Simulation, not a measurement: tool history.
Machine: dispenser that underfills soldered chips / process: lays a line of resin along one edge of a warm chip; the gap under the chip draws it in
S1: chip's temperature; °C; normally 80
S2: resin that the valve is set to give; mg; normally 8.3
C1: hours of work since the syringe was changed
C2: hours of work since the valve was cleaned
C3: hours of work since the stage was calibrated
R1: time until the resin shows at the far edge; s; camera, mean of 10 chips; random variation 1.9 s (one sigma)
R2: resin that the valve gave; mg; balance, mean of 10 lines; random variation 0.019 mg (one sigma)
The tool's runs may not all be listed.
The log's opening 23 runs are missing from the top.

run 24 day=6.538 | S1=86 S2=10.05 | C1=7 C2=13 C3=278 | R1=207.9 R2=9.95
-- day=6.792 new syringe of resin
run 25 day=6.921 | S1=86 S2=10.05 | C1=2 C2=20 C3=284 | R1=163.2 R2=9.91
run 26 day=7.304 | S1=91 S2=9.21 | C1=9 C2=26 C3=291 | R1=189.1 R2=9.04
-- day=7.471 new syringe of resin
run 27 day=7.475 | S1=92 S2=7.91 | C1=0 C2=29 C3=294 | R1=130.6 R2=7.75
run 28 day=7.858 | S1=93 S2=7.63 | C1=7 C2=35 C3=300 | R1=173.7 R2=7.42
-- day=8.167 new syringe of resin
run 29 day=8.2 | S1=66 S2=10.08 | C1=1 C2=41 C3=306 | R1=284.7 R2=9.78
run 30 day=8.525 | S1=66 S2=10.08 | C1=6 C2=47 C3=311 | R1=361.8 R2=9.75
run 31 day=8.767 | S1=80 S2=10.76 | C1=10 C2=51 C3=315 | R1=284.3 R2=10.34
-- day=8.867 new syringe of resin
run 32 day=9.046 | S1=80 S2=7.12 | C1=3 C2=55 C3=320 | R1=221.8 R2=6.86
-- day=9.196 dispensing valve cleaned and set on the balance
run 33 day=9.271 | S1=80 S2=7.12 | C1=6 C2=1 C3=323 | R1=251.3 R2=7.05
run 34 day=9.5 | S1=92 S2=8.3 | C1=10 C2=5 C3=327 | R1=198.2 R2=8.2

Forecast run 35:
-- day=9.588 new syringe of resin
run 35 day=9.688 | S1=66 S2=9.24 | C1=2 C2=8 C3=330 | R1=? R2=?

{"run 35": {"R1": 291.7, "R2": 9.15}}
Were there no unlogged condition in the tool, this run, its random variation unchanged, would have produced R1 276.2 s, R2 9.26 mg.
